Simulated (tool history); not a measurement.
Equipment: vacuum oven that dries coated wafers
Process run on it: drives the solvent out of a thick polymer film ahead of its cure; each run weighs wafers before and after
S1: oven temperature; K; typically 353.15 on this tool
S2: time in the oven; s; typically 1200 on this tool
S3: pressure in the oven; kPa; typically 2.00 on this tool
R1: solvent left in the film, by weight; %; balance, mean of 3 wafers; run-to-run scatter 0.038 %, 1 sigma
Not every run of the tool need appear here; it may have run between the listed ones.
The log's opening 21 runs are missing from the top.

{"run": 22, "hour": 451.3, "S1": 353.15, "S2": 1200, "S3": 2.81, "R1": 3.2}
{"hour": 455.4, "done": "vacuum gauge cleaned of residue and calibrated"}
{"run": 23, "hour": 470.1, "S1": 353.15, "S2": 1200, "S3": 1.08, "R1": 1.98}
{"run": 24, "hour": 499.2, "S1": 365.15, "S2": 1380, "S3": 1.08, "R1": 0.72}
{"run": 25, "hour": 529.2, "S1": 365.15, "S2": 1380, "S3": 1.08, "R1": 0.73}
{"run": 26, "hour": 555.1, "S1": 366.15, "S2": 1200, "S3": 5.47, "R1": 2.89}
{"run": 27, "hour": 572.5, "S1": 366.15, "S2": 1200, "S3": 5.47, "R1": 2.82}
{"hour": 601.4, "done": "vacuum gauge cleaned of residue and calibrated, once more"}
{"run": 28, "hour": 603.6, "S1": 366.15, "S2": 1200, "S3": 5.47, "R1": 2.71}
{"run": 29, "hour": 635.1, "S1": 353.15, "S2": 1020, "S3": 7.12, "R1": 6.56}
{"run": 30, "hour": 663.7, "S1": 353.15, "S2": 1020, "S3": 7.12, "R1": 6.65}
{"run": 31, "hour": 680.1, "S1": 357.15, "S2": 900, "S3": 1.83, "R1": 2.04}
{"run": 32, "hour": 695.4, "S1": 357.15, "S2": 900, "S3": 1.83, "R1": 2.09}
{"run": 33, "hour": 725.6, "S1": 353.15, "S2": 1200, "S3": 2.1, "R1": 2.55}
{"run": 34, "hour": 755.5, "S1": 353.15, "S2": 840, "S3": 3.7, "R1": 4.63}
{"run": 35, "hour": 773.0, "S1": 359.15, "S2": 720, "S3": 3.7, "R1": 3.2}
{"run": 36, "hour": 798.0, "S1": 355.15, "S2": 2040, "S3": 2.56, "R1": 1.95}
{"run": 37, "hour": 810.9, "S1": 355.15, "S2": 2040, "S3": 2.56, "R1": 1.96}
{"run": 38, "hour": 840.6, "S1": 359.15, "S2": 660, "S3": 2.0, "R1": 2.5}
{"run": 39, "hour": 869.5, "S1": 359.15, "S2": 660, "S3": 2.0, "R1": 2.45}
{"run": 40, "hour": 891.9, "S1": 359.15, "S2": 660, "S3": 2.0, "R1": 2.44}
{"run": 41, "hour": 920.2, "S1": 359.15, "S2": 660, "S3": 2.0, "R1": 2.39}
{"run": 42, "hour": 938.8, "S1": 360.15, "S2": 2100, "S3": 2.0, "R1": 1.27}
{"run": 43, "hour": 964.3, "S1": 360.15, "S2": 2100, "S3": 2.0, "R1": 1.26}
{"run": 44, "hour": 979.0, "S1": 364.15, "S2": 2040, "S3": 2.33, "R1": 1.22}
{"run": 45, "hour": 1000.4, "S1": 364.15, "S2": 2040, "S3": 2.33, "R1": 1.37}
{"run": 46, "hour": 1015.2, "S1": 353.15, "S2": 2040, "S3": 6.23, "R1": 5.22}

What if the next run were any one of these 4? Each begins from the tool's condition after run 46:
{"run": "A", "hour": 1031.6, "S1": 350.15, "S2": 1020, "S3": 1.39, "R1": "?"}
{"run": "B", "hour": 1031.6, "S1": 353.15, "S2": 1080, "S3": 1.27, "R1": "?"}
{"run": "C", "hour": 1031.6, "S1": 350.15, "S2": 1200, "S3": 1.59, "R1": "?"}
{"run": "D", "hour": 1031.6, "S1": 353.15, "S2": 2100, "S3": 2.0, "R1": "?"}

run=A R1=3.25
run=B R1=2.13
run=C R1=2.88
run=D R1=1.84
With no hidden state in the tool, these same runs would have given:
run=A R1=3.25
run=B R1=2.11
run=C R1=2.87
run=D R1=1.77
